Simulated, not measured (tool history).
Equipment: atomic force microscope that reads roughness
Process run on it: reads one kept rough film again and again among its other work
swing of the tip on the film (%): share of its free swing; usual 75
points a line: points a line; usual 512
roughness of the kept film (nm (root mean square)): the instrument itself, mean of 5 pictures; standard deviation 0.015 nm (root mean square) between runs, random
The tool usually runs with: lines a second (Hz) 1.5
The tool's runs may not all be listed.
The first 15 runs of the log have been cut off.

run	hour	lines a second (Hz)	swing of the tip on the film (%)	points a line	roughness of the kept film (nm (root mean square))
# hour 786.6: new tip fitted
16	832.7	1.5	56	512	3.714
# hour 883.8: new tip fitted
17	892.6	1.5	56	512	3.775
18	932.5	1.5	75	512	3.535
# hour 979.3: new tip fitted
19	1000.4	1.5	75	512	3.594
20	1045.9	1.5	75	512	3.522
# hour 1075.4: new tip fitted
21	1119.1	1.5	75	512	3.544
# hour 1172.3: new tip fitted
22	1197.4	1.5	89	512	3.342
23	1258.2	1.5	89	512	3.256
# hour 1269.6: new tip fitted
24	1318.3	1.5	89	512	3.311
25	1356.9	1.5	75	512	3.491
# hour 1370.5: new tip fitted
26	1393.1	1.5	75	512	3.583

The next listed run, before its measurement:
27	1464.2	1.5	56	791	?

{"run 27": {"roughness of the kept film (nm (root mean square))": 3.705}}
Minus the tool's unlogged condition, the same run would have read roughness of the kept film (nm (root mean square)) 3.804.

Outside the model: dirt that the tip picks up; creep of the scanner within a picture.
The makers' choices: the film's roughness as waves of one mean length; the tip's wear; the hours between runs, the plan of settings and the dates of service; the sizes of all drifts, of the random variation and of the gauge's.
